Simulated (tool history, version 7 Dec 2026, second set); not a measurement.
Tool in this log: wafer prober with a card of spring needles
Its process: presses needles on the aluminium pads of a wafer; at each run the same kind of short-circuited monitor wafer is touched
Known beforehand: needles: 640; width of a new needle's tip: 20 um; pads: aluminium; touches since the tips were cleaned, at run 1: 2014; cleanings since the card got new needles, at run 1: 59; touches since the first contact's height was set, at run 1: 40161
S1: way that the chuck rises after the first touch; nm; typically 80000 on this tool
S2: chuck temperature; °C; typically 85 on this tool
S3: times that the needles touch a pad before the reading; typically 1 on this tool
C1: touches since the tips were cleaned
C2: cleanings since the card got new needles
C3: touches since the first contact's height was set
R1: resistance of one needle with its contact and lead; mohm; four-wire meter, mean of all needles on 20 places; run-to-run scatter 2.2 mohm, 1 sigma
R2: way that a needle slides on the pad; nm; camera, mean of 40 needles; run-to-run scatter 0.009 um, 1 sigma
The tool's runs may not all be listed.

run 1 hour=0.0 | S1=80000 S2=85 S3=1 | C1=2014 C2=59 C3=40161 | R1=291 R2=16687
-- hour=5.5 tips cleaned on abrasive film
run 2 hour=12.8 | S1=80000 S2=85 S3=1 | C1=3813 C2=60 C3=46771 | R1=286 R2=16682
-- hour=14.8 tips cleaned on abrasive film
-- hour=24.1 tips cleaned on abrasive film
run 3 hour=26.7 | S1=80000 S2=85 S3=1 | C1=1330 C2=62 C3=53873 | R1=288 R2=16689
-- hour=33.4 tips cleaned on abrasive film
run 4 hour=40.9 | S1=80000 S2=85 S3=1 | C1=3894 C2=63 C3=61223 | R1=289 R2=16682
-- hour=42.9 tips cleaned on abrasive film
-- hour=52.2 tips cleaned on abrasive film
run 5 hour=56.7 | S1=80000 S2=85 S3=1 | C1=2371 C2=65 C3=69376 | R1=285 R2=16698
-- hour=62.8 tips cleaned on abrasive film
-- hour=67.1 height of the first contact set anew
run 6 hour=67.1 | S1=66000 S2=85 S3=1 | C1=2092 C2=66 C3=0 | R1=291 R2=13770
-- hour=73.2 tips cleaned on abrasive film
run 7 hour=81.7 | S1=66000 S2=85 S3=1 | C1=4388 C2=67 C3=7523 | R1=292 R2=13762
-- hour=83.7 tips cleaned on abrasive film
run 8 hour=91.7 | S1=66000 S2=85 S3=2 | C1=4161 C2=68 C3=12697 | R1=291 R2=13778
-- hour=93.4 tips cleaned on abrasive film
-- hour=102.7 tips cleaned on abrasive film
run 9 hour=105.0 | S1=66000 S2=85 S3=2 | C1=1161 C2=70 C3=19476 | R1=288 R2=13762
-- hour=113.7 tips cleaned on abrasive film
run 10 hour=117.5 | S1=66000 S2=85 S3=2 | C1=1952 C2=71 C3=25952 | R1=288 R2=13762
-- hour=123.7 tips cleaned on abrasive film
run 11 hour=129.4 | S1=66000 S2=85 S3=2 | C1=2987 C2=72 C3=32098 | R1=294 R2=13766
-- hour=134.0 tips cleaned on abrasive film
run 12 hour=140.1 | S1=80000 S2=85 S3=3 | C1=3138 C2=73 C3=37591 | R1=288 R2=16702
-- hour=143.8 tips cleaned on abrasive film
run 13 hour=148.7 | S1=80000 S2=85 S3=3 | C1=2518 C2=74 C3=42024 | R1=284 R2=16672
-- hour=153.8 tips cleaned on abrasive film
run 14 hour=162.1 | S1=80000 S2=85 S3=3 | C1=4308 C2=75 C3=48939 | R1=288 R2=16690
-- hour=163.7 tips cleaned on abrasive film
-- hour=173.0 tips cleaned on abrasive film
run 15 hour=179.3 | S1=80000 S2=85 S3=3 | C1=3245 C2=77 C3=57789 | R1=287 R2=16689
-- hour=183.5 tips cleaned on abrasive film
-- hour=193.1 tips cleaned on abrasive film
run 16 hour=199.6 | S1=80000 S2=85 S3=2 | C1=3373 C2=79 C3=68251 | R1=286 R2=16694
-- hour=202.6 tips cleaned on abrasive film
-- hour=211.8 height of the first contact set anew
-- hour=212.8 tips cleaned on abrasive film
run 17 hour=215.3 | S1=89000 S2=35 S3=1 | C1=1307 C2=81 C3=1777 | R1=273 R2=18572
-- hour=223.3 tips cleaned on abrasive film
-- hour=232.7 tips cleaned on abrasive film
run 18 hour=232.7 | S1=84000 S2=66 S3=2 | C1=0 C2=83 C3=10751 | R1=283 R2=17506
-- hour=242.7 tips cleaned on abrasive film
run 19 hour=242.7 | S1=75000 S2=85 S3=1 | C1=0 C2=84 C3=15877 | R1=283 R2=15637
-- hour=253.2 tips cleaned on abrasive film
run 20 hour=260.0 | S1=62000 S2=25 S3=3 | C1=3525 C2=85 C3=24827 | R1=273 R2=12932
-- hour=263.9 tips cleaned on abrasive film
-- hour=274.3 tips cleaned on abrasive film
run 21 hour=276.4 | S1=68000 S2=28 S3=2 | C1=1124 C2=87 C3=33283 | R1=272 R2=14192
-- hour=284.7 tips cleaned on abrasive film
run 22 hour=292.4 | S1=68000 S2=28 S3=2 | C1=3979 C2=88 C3=41540 | R1=276 R2=14178
-- hour=294.3 tips cleaned on abrasive film
-- hour=303.7 tips cleaned on abrasive film
run 23 hour=303.7 | S1=68000 S2=28 S3=2 | C1=0 C2=90 C3=47299 | R1=269 R2=14189
-- hour=314.0 tips cleaned on abrasive film
run 24 hour=316.6 | S1=92000 S2=37 S3=2 | C1=1353 C2=91 C3=53971 | R1=271 R2=19212
-- hour=324.6 tips cleaned on abrasive film
run 25 hour=325.3 | S1=83000 S2=38 S3=2 | C1=355 C2=92 C3=58457 | R1=274 R2=17312
-- hour=335.1 tips cleaned on abrasive film
run 26 hour=337.6 | S1=80000 S2=85 S3=3 | C1=1347 C2=93 C3=64824 | R1=286 R2=16710
-- hour=344.7 tips cleaned on abrasive film
-- hour=354.4 tips cleaned on abrasive film
-- hour=356.1 height of the first contact set anew
run 27 hour=357.2 | S1=73000 S2=68 S3=2 | C1=1293 C2=95 C3=616 | R1=287 R2=15232

Run 28 is up next; what results do you expect?
-- hour=364.3 tips cleaned on abrasive film
run 28 hour=371.8 | S1=73000 S2=68 S3=2 | C1=3927 C2=96 C3=8148 | R1=? R2=?

{"run 28": {"R1": 280, "R2": 15228}}
If the tool had no hidden condition, the same run with the same run-to-run variation would have returned R1 280 mohm, R2 15228 nm.
